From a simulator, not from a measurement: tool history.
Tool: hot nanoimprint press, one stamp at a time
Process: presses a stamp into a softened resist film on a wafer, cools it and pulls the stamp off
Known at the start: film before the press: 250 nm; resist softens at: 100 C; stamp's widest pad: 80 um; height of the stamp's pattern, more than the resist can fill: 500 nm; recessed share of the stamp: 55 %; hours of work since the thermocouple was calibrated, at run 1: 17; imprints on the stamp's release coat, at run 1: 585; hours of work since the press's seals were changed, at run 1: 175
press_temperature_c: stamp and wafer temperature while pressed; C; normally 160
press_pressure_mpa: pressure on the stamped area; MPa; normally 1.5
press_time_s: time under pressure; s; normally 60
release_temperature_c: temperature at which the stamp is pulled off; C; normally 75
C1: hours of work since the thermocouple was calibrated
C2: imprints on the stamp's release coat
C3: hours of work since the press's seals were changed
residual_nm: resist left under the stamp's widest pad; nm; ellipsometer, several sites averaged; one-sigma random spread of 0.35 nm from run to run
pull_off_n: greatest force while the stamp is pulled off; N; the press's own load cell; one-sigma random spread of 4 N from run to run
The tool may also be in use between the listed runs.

{"run": 1, "hour": 0.0, "press_temperature_c": 160, "press_pressure_mpa": 1.5, "press_time_s": 60, "release_temperature_c": 75, "C1": 17, "C2": 585, "C3": 175, "residual_nm": 131.2, "pull_off_n": 243}
{"run": 2, "hour": 9.1, "press_temperature_c": 160, "press_pressure_mpa": 1.5, "press_time_s": 60, "release_temperature_c": 65, "C1": 23, "C2": 612, "C3": 181, "residual_nm": 130.1, "pull_off_n": 310}
{"run": 3, "hour": 21.8, "press_temperature_c": 160, "press_pressure_mpa": 1.5, "press_time_s": 60, "release_temperature_c": 65, "C1": 33, "C2": 650, "C3": 191, "residual_nm": 130.3, "pull_off_n": 311}
{"run": 4, "hour": 33.8, "press_temperature_c": 160, "press_pressure_mpa": 1.5, "press_time_s": 45, "release_temperature_c": 65, "C1": 41, "C2": 687, "C3": 199, "residual_nm": 142.2, "pull_off_n": 319}
{"run": 5, "hour": 45.0, "press_temperature_c": 160, "press_pressure_mpa": 1.5, "press_time_s": 45, "release_temperature_c": 65, "C1": 50, "C2": 720, "C3": 208, "residual_nm": 141.2, "pull_off_n": 319}
{"run": 6, "hour": 59.7, "press_temperature_c": 159, "press_pressure_mpa": 1.5, "press_time_s": 60, "release_temperature_c": 75, "C1": 60, "C2": 764, "C3": 218, "residual_nm": 134.8, "pull_off_n": 259}
{"run": 7, "hour": 68.7, "press_temperature_c": 160, "press_pressure_mpa": 1.5, "press_time_s": 60, "release_temperature_c": 75, "C1": 67, "C2": 791, "C3": 225, "residual_nm": 130.1, "pull_off_n": 260}
{"run": 8, "hour": 81.2, "press_temperature_c": 160, "press_pressure_mpa": 1.5, "press_time_s": 60, "release_temperature_c": 75, "C1": 76, "C2": 829, "C3": 234, "residual_nm": 130.2, "pull_off_n": 273}
{"run": 9, "hour": 94.6, "press_temperature_c": 160, "press_pressure_mpa": 1.5, "press_time_s": 60, "release_temperature_c": 75, "C1": 86, "C2": 869, "C3": 244, "residual_nm": 129.8, "pull_off_n": 280}
{"run": 10, "hour": 107.6, "press_temperature_c": 160, "press_pressure_mpa": 1.5, "press_time_s": 60, "release_temperature_c": 75, "C1": 95, "C2": 908, "C3": 253, "residual_nm": 129.8, "pull_off_n": 275}
{"run": 11, "hour": 118.0, "press_temperature_c": 162, "press_pressure_mpa": 2, "press_time_s": 63, "release_temperature_c": 62, "C1": 103, "C2": 940, "C3": 261, "residual_nm": 101, "pull_off_n": 370}
{"run": 12, "hour": 127.8, "press_temperature_c": 160, "press_pressure_mpa": 1.5, "press_time_s": 51, "release_temperature_c": 75, "C1": 110, "C2": 969, "C3": 268, "residual_nm": 136, "pull_off_n": 286}
{"run": 13, "hour": 134.8, "press_temperature_c": 160, "press_pressure_mpa": 1.5, "press_time_s": 51, "release_temperature_c": 75, "C1": 115, "C2": 990, "C3": 273, "residual_nm": 135.4, "pull_off_n": 278}
{"run": 14, "hour": 149.1, "press_temperature_c": 160, "press_pressure_mpa": 1.5, "press_time_s": 51, "release_temperature_c": 75, "C1": 125, "C2": 1033, "C3": 283, "residual_nm": 135.6, "pull_off_n": 284}
{"run": 15, "hour": 159.5, "press_temperature_c": 160, "press_pressure_mpa": 1.5, "press_time_s": 51, "release_temperature_c": 75, "C1": 133, "C2": 1064, "C3": 291, "residual_nm": 135.7, "pull_off_n": 296}
{"run": 16, "hour": 172.1, "press_temperature_c": 150, "press_pressure_mpa": 1.5, "press_time_s": 119, "release_temperature_c": 73, "C1": 142, "C2": 1102, "C3": 300, "residual_nm": 154.7, "pull_off_n": 306}
{"hour": 181.3, "done": "stamp cleaned and given a new release coat"}
{"run": 17, "hour": 189.4, "press_temperature_c": 149, "press_pressure_mpa": 1.5, "press_time_s": 60, "release_temperature_c": 70, "C1": 150, "C2": 24, "C3": 308, "residual_nm": 188.5, "pull_off_n": 216}
{"run": 18, "hour": 199.5, "press_temperature_c": 171, "press_pressure_mpa": 1.35, "press_time_s": 60, "release_temperature_c": 75, "C1": 158, "C2": 55, "C3": 316, "residual_nm": 92.4, "pull_off_n": 197}
{"run": 19, "hour": 212.6, "press_temperature_c": 171, "press_pressure_mpa": 1.35, "press_time_s": 60, "release_temperature_c": 75, "C1": 167, "C2": 94, "C3": 325, "residual_nm": 91.9, "pull_off_n": 201}

Hidden state at the last listed run before each entry between runs and at the first one after, where it differs:
Runs 16 to 17: stamp cleaned and given a new release coat (hour 181.3)
  true temperature over the reading, C: 0.67 -> 0.69; pressure that arrives at the usual setting, %: 97.95 -> 97.91; grip of the stamp's worn release coat, % over a new coat's: 53.6 -> 1.1
  what was measured, less what the result would be without the hidden state, residual_nm: -2.5 -> -2.4 nm; pull_off_n: +104 -> -1 N

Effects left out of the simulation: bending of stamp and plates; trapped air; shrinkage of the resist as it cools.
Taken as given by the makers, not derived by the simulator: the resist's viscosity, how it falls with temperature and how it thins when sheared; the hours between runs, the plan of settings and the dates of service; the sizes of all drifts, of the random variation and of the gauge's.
